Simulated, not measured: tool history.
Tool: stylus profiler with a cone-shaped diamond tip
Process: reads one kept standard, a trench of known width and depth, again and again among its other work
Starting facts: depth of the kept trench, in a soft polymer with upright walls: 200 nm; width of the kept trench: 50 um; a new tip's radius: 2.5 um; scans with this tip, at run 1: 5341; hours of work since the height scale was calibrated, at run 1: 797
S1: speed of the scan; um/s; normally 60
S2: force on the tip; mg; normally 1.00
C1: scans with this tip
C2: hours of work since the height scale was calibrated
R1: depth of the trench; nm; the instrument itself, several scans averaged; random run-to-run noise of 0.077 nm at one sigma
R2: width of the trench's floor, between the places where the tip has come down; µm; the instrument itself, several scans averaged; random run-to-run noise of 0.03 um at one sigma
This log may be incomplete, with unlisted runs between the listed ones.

run	hour	S1	S2	C1	C2	R1	R2
1	0.0	60	1.00	5341	797	199.96	47.63
2	62.5	60	1.00	5536	826	200.01	47.65
3	148.5	60	1.00	5806	867	199.95	47.69
4	246.6	60	1.00	6114	913	199.79	47.52
5	321.7	60	1.00	6349	948	199.91	47.64
6	431.6	60	1.60	6694	999	200.11	47.69
7	488.9	60	1.00	6873	1026	199.75	47.66
8	560.0	60	1.00	7096	1059	199.78	47.64
9	618.2	60	1.00	7279	1087	199.78	47.56
10	711.6	60	0.84	7572	1130	199.60	47.53
11	806.7	17	1.37	7870	1175	199.73	47.77
12	865.7	79	2.46	8055	1202	200.34	47.65
13	977.5	58	1.28	8405	1255	199.74	47.55
14	1059.2	24	0.88	8662	1293	199.54	47.70
15	1140.5	60	1.63	8917	1331	199.87	47.66
16	1226.2	60	0.44	9185	1371	199.16	47.46
17	1284.5	60	0.44	9368	1398	199.16	47.41
18	1379.8	132	0.51	9667	1443	199.27	47.05
19	1454.1	16	0.69	9900	1478	199.27	47.66
20	1573.8	62	0.89	10275	1534	199.27	47.53

5 options for the next run, each taken on its own from the tool as it stands now. Forecast them:
A	1685.0	26	0.54	10624	1586	?	?
B	1685.0	44	0.68	10624	1586	?	?
C	1685.0	95	2.41	10624	1586	?	?
D	1685.0	62	1.72	10624	1586	?	?
E	1685.0	60	0.45	10624	1586	?	?

run	R1	R2
A	199.02	47.62
B	199.16	47.54
C	199.91	47.48
D	199.58	47.55
E	199.18	47.46
With the hidden condition removed and each run's random variation left untouched, the same runs would have given:
run	R1	R2
A	200.39	47.92
B	200.53	47.84
C	201.29	47.78
D	200.95	47.85
E	200.55	47.76
